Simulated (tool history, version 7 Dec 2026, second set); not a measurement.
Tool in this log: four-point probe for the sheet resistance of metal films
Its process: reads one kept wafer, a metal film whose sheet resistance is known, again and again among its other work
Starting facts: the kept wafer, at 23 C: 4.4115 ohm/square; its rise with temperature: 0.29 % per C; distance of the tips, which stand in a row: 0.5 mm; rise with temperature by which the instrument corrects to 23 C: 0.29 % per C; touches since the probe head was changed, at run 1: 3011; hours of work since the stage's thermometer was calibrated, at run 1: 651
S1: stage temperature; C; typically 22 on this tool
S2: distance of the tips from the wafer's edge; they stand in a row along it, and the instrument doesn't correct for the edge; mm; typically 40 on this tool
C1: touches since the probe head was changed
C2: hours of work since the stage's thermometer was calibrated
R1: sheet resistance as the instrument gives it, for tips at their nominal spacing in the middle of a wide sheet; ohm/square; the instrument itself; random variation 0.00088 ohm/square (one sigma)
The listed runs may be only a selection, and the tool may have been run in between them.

run 1 hour=0 | S1=22 S2=40 | C1=3011 C2=651 | R1=4.394771
run 2 hour=12.5 | S1=33 S2=40 | C1=3240 C2=657 | R1=4.395353
run 3 hour=28.5 | S1=29 S2=40 | C1=3534 C2=664 | R1=4.394365
run 4 hour=39 | S1=22 S2=40 | C1=3726 C2=669 | R1=4.396466
run 5 hour=50.2 | S1=22 S2=7 | C1=3933 C2=674 | R1=4.406122
run 6 hour=64.8 | S1=22 S2=40 | C1=4201 C2=681 | R1=4.396607
run 7 hour=75.3 | S1=22 S2=40 | C1=4394 C2=686 | R1=4.396253
run 8 hour=87.8 | S1=26 S2=40 | C1=4622 C2=692 | R1=4.394499
run 9 hour=97.1 | S1=26 S2=16 | C1=4795 C2=696 | R1=4.396124
run 10 hour=110.4 | S1=22 S2=40 | C1=5037 C2=702 | R1=4.395472
run 11 hour=117 | S1=32 S2=38 | C1=5159 C2=705 | R1=4.394185
run 12 hour=131.9 | S1=32 S2=38 | C1=5432 C2=712 | R1=4.394888
run 13 hour=141.9 | S1=32 S2=29 | C1=5616 C2=717 | R1=4.394536
run 14 hour=157 | S1=32 S2=29 | C1=5893 C2=724 | R1=4.395234
run 15 hour=163.9 | S1=32 S2=29 | C1=6020 C2=727 | R1=4.395029
run 16 hour=179 | S1=32 S2=29 | C1=6297 C2=734 | R1=4.395568
run 17 hour=188.8 | S1=32 S2=29 | C1=6476 C2=739 | R1=4.396001
run 18 hour=199.1 | S1=20 S2=10 | C1=6667 C2=743 | R1=4.40211
run 19 hour=205.7 | S1=24 S2=10 | C1=6788 C2=747 | R1=4.401029

3 ways to go on from here, each from the tool as it stands after run 19. What would each give?
run A hour=215.1 | S1=28 S2=13 | C1=6960 C2=751 | R1=?
run B hour=215.1 | S1=21 S2=46 | C1=6960 C2=751 | R1=?
run C hour=215.1 | S1=27 S2=18 | C1=6960 C2=751 | R1=?

run=A R1=4.398819
run=B R1=4.39618
run=C R1=4.397719
Without the tool's unlogged condition, the same runs would have read:
run=A R1=4.414543
run=B R1=4.411864
run=C R1=4.413435

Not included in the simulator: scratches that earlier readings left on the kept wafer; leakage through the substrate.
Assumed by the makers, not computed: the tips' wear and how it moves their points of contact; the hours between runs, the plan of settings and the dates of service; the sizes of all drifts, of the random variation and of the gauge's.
